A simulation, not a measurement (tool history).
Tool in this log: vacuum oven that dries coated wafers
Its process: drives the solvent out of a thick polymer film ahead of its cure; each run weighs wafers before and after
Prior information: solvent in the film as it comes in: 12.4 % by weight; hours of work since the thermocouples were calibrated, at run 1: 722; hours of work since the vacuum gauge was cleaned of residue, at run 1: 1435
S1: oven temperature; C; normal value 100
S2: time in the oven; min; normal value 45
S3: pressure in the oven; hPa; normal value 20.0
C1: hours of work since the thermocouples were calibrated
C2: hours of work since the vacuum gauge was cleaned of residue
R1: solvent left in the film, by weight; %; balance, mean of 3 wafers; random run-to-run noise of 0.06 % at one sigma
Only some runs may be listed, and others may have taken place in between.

run	hour	S1	S2	S3	C1	C2	R1
1	0.0	100	45	20.0	722	1435	3.57
2	116.7	100	45	20.0	786	1500	3.58
3	216.9	100	45	12.5	842	1555	2.67
# hour 301.0: oven's thermocouples calibrated
4	341.4	100	33	20.0	22	1622	4.55
5	456.6	100	45	20.0	86	1686	4.09
6	536.4	100	45	23.1	130	1730	4.44
7	606.8	100	45	23.1	168	1769	4.51
8	710.2	100	45	23.1	225	1826	4.51
# hour 721.9: vacuum gauge cleaned of residue and calibrated
9	779.1	100	45	23.1	263	32	4.66
10	868.9	100	45	23.1	312	81	4.68
# hour 922.5: vacuum gauge cleaned of residue and calibrated, once more
11	941.5	101	45	20.0	351	10	3.06
12	1001.2	100	45	22.6	384	43	3.58
13	1119.8	93	45	20.0	450	109	4.76
14	1194.8	93	45	20.0	491	150	4.81
15	1255.6	93	45	20.0	524	184	4.78
16	1329.9	103	75	20.0	565	225	2.54
17	1413.1	109	45	46.2	611	270	4.93
18	1469.9	108	42	33.5	642	302	3.67
19	1559.7	100	28	19.5	692	351	3.94
20	1654.9	100	45	12.0	744	404	2.24
21	1706.2	109	65	20.0	773	432	2.17
22	1762.1	100	45	46.8	804	463	6.84
23	1853.4	100	34	37.3	854	513	5.87

5 options for the next run, each taken on its own from the tool as it stands now. Forecast them:
# hour 1919.1: oven's thermocouples calibrated
A	1924.9	88	43	67.5	3	551	?
# hour 1919.1: oven's thermocouples calibrated
B	1924.9	100	34	37.3	3	551	?
# hour 1919.1: oven's thermocouples calibrated
C	1924.9	91	31	20.0	3	551	?
# hour 1919.1: oven's thermocouples calibrated
D	1924.9	100	24	70.4	3	551	?
# hour 1919.1: oven's thermocouples calibrated
E	1924.9	100	34	41.0	3	551	?

run	R1
A	12.33
B	6.21
C	6.32
D	10.60
E	6.64
With the hidden condition removed and each run's random variation left untouched, the same runs would have given:
run	R1
A	12.33
B	5.98
C	6.06
D	10.39
E	6.41

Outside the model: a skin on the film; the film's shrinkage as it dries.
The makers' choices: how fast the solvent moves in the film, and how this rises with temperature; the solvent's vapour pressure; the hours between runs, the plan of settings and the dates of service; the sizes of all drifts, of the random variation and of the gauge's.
